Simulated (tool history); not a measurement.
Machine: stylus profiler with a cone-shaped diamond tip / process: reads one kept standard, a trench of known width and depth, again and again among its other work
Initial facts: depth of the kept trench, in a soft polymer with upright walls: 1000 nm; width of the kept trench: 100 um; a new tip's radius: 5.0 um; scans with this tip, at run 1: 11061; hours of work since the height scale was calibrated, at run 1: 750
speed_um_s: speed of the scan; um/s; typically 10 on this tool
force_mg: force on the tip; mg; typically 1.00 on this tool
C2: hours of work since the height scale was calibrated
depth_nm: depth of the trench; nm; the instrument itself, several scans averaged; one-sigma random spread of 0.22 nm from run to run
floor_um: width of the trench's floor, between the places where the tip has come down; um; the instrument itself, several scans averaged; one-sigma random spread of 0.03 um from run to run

{"run": 1, "hour": 0.0, "speed_um_s": 10, "force_mg": 1.0, "scans with this tip": 11061, "C2": 750, "depth_nm": 1003.07, "floor_um": 91.96}
{"run": 2, "hour": 54.1, "speed_um_s": 20, "force_mg": 1.0, "scans with this tip": 11644, "C2": 790, "depth_nm": 1003.16, "floor_um": 91.84}
{"run": 3, "hour": 128.5, "speed_um_s": 20, "force_mg": 1.0, "scans with this tip": 12444, "C2": 844, "depth_nm": 1002.52, "floor_um": 91.73}
{"run": 4, "hour": 176.1, "speed_um_s": 20, "force_mg": 1.0, "scans with this tip": 12957, "C2": 879, "depth_nm": 1002.4, "floor_um": 91.69}
{"run": 5, "hour": 227.7, "speed_um_s": 10, "force_mg": 1.0, "scans with this tip": 13513, "C2": 917, "depth_nm": 1002.71, "floor_um": 91.56}
{"run": 6, "hour": 300.3, "speed_um_s": 7, "force_mg": 1.08, "scans with this tip": 14294, "C2": 970, "depth_nm": 1002.84, "floor_um": 91.47}
{"run": 7, "hour": 337.3, "speed_um_s": 7, "force_mg": 1.08, "scans with this tip": 14692, "C2": 997, "depth_nm": 1002.09, "floor_um": 91.42}
{"run": 8, "hour": 407.4, "speed_um_s": 21, "force_mg": 1.35, "scans with this tip": 15448, "C2": 1048, "depth_nm": 1003.23, "floor_um": 91.24}
{"run": 9, "hour": 464.0, "speed_um_s": 4, "force_mg": 1.77, "scans with this tip": 16057, "C2": 1089, "depth_nm": 1004.92, "floor_um": 91.16}
{"run": 10, "hour": 494.7, "speed_um_s": 5, "force_mg": 1.03, "scans with this tip": 16387, "C2": 1112, "depth_nm": 1001.95, "floor_um": 91.12}

Each run again, without the hidden state but with its own random variation kept:
The tool's hidden condition here consists of: radius of the tip, um; height scale over the true one, %; drift of the gauge itself on depth_nm, %; drift of the gauge itself on floor_um, %.
run=1 depth_nm=1005.64 floor_um=93.95
run=2 depth_nm=1005.90 floor_um=93.95
run=3 depth_nm=1005.46 floor_um=93.96
run=4 depth_nm=1005.47 floor_um=94.01
run=5 depth_nm=1005.92 floor_um=93.97
run=6 depth_nm=1006.25 floor_um=94.00
run=7 depth_nm=1005.58 floor_um=94.02
run=8 depth_nm=1006.93 floor_um=93.95
run=9 depth_nm=1008.78 floor_um=93.96
run=10 depth_nm=1005.87 floor_um=93.97
